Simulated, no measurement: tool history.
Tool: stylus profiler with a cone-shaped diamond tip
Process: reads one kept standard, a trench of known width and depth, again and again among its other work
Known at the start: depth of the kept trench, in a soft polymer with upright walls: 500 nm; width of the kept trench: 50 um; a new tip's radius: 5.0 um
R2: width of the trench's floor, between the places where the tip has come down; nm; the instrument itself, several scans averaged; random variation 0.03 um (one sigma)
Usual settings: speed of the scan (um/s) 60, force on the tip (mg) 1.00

run 1 day=0.000 | speed_of_the_scan_(um/s)=60 force_on_the_tip_(mg)=1.00 | depth_of_the_trench_(Å)=5029.8 R2=43860
run 2 day=4.267 | speed_of_the_scan_(um/s)=60 force_on_the_tip_(mg)=1.00 | depth_of_the_trench_(Å)=5030.7 R2=43810
run 3 day=8.583 | speed_of_the_scan_(um/s)=60 force_on_the_tip_(mg)=0.81 | depth_of_the_trench_(Å)=5021.9 R2=43660
run 4 day=13.871 | speed_of_the_scan_(um/s)=60 force_on_the_tip_(mg)=0.81 | depth_of_the_trench_(Å)=5022.4 R2=43590
run 5 day=18.562 | speed_of_the_scan_(um/s)=69 force_on_the_tip_(mg)=1.00 | depth_of_the_trench_(Å)=5026.8 R2=43440
run 6 day=21.962 | speed_of_the_scan_(um/s)=69 force_on_the_tip_(mg)=1.00 | depth_of_the_trench_(Å)=5026.4 R2=43360
run 7 day=24.804 | speed_of_the_scan_(um/s)=23 force_on_the_tip_(mg)=1.00 | depth_of_the_trench_(Å)=5025.7 R2=43710
run 8 day=27.771 | speed_of_the_scan_(um/s)=23 force_on_the_tip_(mg)=1.00 | depth_of_the_trench_(Å)=5026.2 R2=43680
-- day=29.129 height scale calibrated on a step standard
run 9 day=33.692 | speed_of_the_scan_(um/s)=120 force_on_the_tip_(mg)=0.49 | depth_of_the_trench_(Å)=5026.6 R2=42270
run 10 day=37.446 | speed_of_the_scan_(um/s)=21 force_on_the_tip_(mg)=2.70 | depth_of_the_trench_(Å)=5081.5 R2=43620
run 11 day=41.104 | speed_of_the_scan_(um/s)=59 force_on_the_tip_(mg)=0.51 | depth_of_the_trench_(Å)=5025.7 R2=42970
run 12 day=45.129 | speed_of_the_scan_(um/s)=34 force_on_the_tip_(mg)=0.44 | depth_of_the_trench_(Å)=5022.9 R2=43190

Forecast each of these 4 alternatives for the next run:
run A day=50.675 | speed_of_the_scan_(um/s)=36 force_on_the_tip_(mg)=0.74 | depth_of_the_trench_(Å)=? R2=?
run B day=50.675 | speed_of_the_scan_(um/s)=40 force_on_the_tip_(mg)=2.64 | depth_of_the_trench_(Å)=? R2=?
run C day=50.675 | speed_of_the_scan_(um/s)=88 force_on_the_tip_(mg)=1.36 | depth_of_the_trench_(Å)=? R2=?
run D day=50.675 | speed_of_the_scan_(um/s)=17 force_on_the_tip_(mg)=1.07 | depth_of_the_trench_(Å)=? R2=?

run=A depth_of_the_trench_(Å)=5031.3 R2=43170
run=B depth_of_the_trench_(Å)=5077.2 R2=43380
run=C depth_of_the_trench_(Å)=5050.2 R2=42830
run=D depth_of_the_trench_(Å)=5040.2 R2=43440
Without the tool's hidden state the same runs would have given:
run=A depth_of_the_trench_(Å)=5034.6 R2=45250
run=B depth_of_the_trench_(Å)=5080.6 R2=45460
run=C depth_of_the_trench_(Å)=5053.5 R2=44910
run=D depth_of_the_trench_(Å)=5043.6 R2=45520

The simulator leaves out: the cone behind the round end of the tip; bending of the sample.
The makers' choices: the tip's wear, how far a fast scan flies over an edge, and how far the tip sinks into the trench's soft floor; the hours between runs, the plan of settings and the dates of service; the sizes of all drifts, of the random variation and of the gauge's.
